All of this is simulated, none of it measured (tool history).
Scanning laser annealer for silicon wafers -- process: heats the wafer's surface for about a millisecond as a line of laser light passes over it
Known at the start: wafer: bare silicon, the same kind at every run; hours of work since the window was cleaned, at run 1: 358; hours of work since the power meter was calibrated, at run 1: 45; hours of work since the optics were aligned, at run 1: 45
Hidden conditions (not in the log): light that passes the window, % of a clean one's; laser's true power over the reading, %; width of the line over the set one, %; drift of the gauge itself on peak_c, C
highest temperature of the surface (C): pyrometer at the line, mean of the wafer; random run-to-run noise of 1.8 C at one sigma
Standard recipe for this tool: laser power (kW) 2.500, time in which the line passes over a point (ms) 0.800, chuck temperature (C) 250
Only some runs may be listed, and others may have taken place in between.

| run | hour | laser power (kW) | time in which the line passes over a point (ms) | chuck temperature (C) | hours of work since the window was cleaned | hours of work since the power meter was calibrated | hours of work since the optics were aligned | highest temperature of the surface (C) |
|---|---|---|---|---|---|---|---|---|
| 1 | 0.0 | 2.500 | 0.800 | 250 | 358 | 45 | 45 | 1017 |
| 2 | 9.0 | 2.500 | 0.800 | 250 | 365 | 51 | 51 | 1020 |
| 3 | 14.7 | 2.500 | 0.800 | 250 | 369 | 56 | 56 | 1019 |
| 4 | 23.3 | 2.500 | 0.800 | 228 | 375 | 62 | 62 | 1000 |
| 5 | 28.3 | 2.500 | 0.800 | 228 | 379 | 66 | 66 | 999 |
| 6 | 38.4 | 2.500 | 0.800 | 228 | 386 | 73 | 73 | 996 |
| 7 | 47.2 | 2.500 | 0.999 | 250 | 393 | 79 | 79 | 1127 |
| 8 | 57.4 | 2.388 | 0.800 | 250 | 400 | 87 | 87 | 988 |
| 9 | 63.5 | 2.368 | 0.800 | 250 | 405 | 91 | 91 | 983 |
| 10 | 70.0 | 2.368 | 0.800 | 250 | 409 | 96 | 96 | 977 |
| 11 | 78.2 | 2.500 | 0.800 | 250 | 415 | 102 | 102 | 1015 |
| 12 | 86.7 | 2.500 | 0.800 | 250 | 422 | 108 | 108 | 1019 |
| 13 | 92.4 | 2.500 | 0.800 | 250 | 426 | 113 | 113 | 1021 |
| 14 | 101.7 | 2.666 | 0.800 | 250 | 433 | 119 | 119 | 1063 |
| 15 | 106.5 | 2.500 | 0.800 | 250 | 436 | 123 | 123 | 1018 |
| 16 | 114.5 | 2.500 | 0.800 | 250 | 442 | 129 | 129 | 1019 |
| 17 | 123.4 | 2.500 | 0.800 | 250 | 449 | 135 | 135 | 1019 |
| 18 | 127.9 | 2.500 | 0.800 | 250 | 452 | 139 | 139 | 1023 |
| 19 | 137.7 | 2.204 | 0.644 | 250 | 459 | 146 | 146 | 851 |
| 20 | 143.1 | 2.653 | 0.889 | 238 | 463 | 150 | 150 | 1104 |
| 21 | 152.3 | 2.500 | 0.578 | 253 | 470 | 157 | 157 | 885 |
| 22 | 161.7 | 2.500 | 0.965 | 255 | 477 | 163 | 163 | 1115 |
|  | 165.9 | window over the wafer cleaned |
| 23 | 173.9 | 2.423 | 0.965 | 255 | 6 | 171 | 171 | 1091 |
| 24 | 179.7 | 2.423 | 0.965 | 255 | 10 | 175 | 175 | 1092 |
| 25 | 186.4 | 2.239 | 0.800 | 221 | 15 | 180 | 180 | 915 |
| 26 | 195.7 | 2.239 | 0.800 | 221 | 22 | 187 | 187 | 913 |
| 27 | 202.5 | 2.239 | 0.800 | 221 | 27 | 192 | 192 | 917 |
| 28 | 209.5 | 2.500 | 0.702 | 265 | 32 | 197 | 197 | 976 |
| 29 | 216.2 | 2.500 | 0.702 | 265 | 37 | 202 | 202 | 976 |
| 30 | 224.2 | 2.500 | 0.824 | 257 | 43 | 208 | 208 | 1041 |
| 31 | 235.2 | 2.131 | 0.574 | 243 | 51 | 216 | 216 | 787 |
| 32 | 241.1 | 2.131 | 0.574 | 243 | 55 | 220 | 220 | 786 |
| 33 | 245.8 | 2.642 | 0.648 | 243 | 59 | 224 | 224 | 957 |
| 34 | 254.7 | 2.205 | 0.900 | 250 | 65 | 230 | 230 | 984 |
| 35 | 264.9 | 2.416 | 0.562 | 233 | 73 | 238 | 238 | 839 |

Entry by entry between the runs, the difference in hidden state between the last listed run before and the first listed run after:
Logged between run 22 and run 23: window over the wafer cleaned (hour 165.9)
  light that passes the window, % of a clean one's: 99.88 -> 100
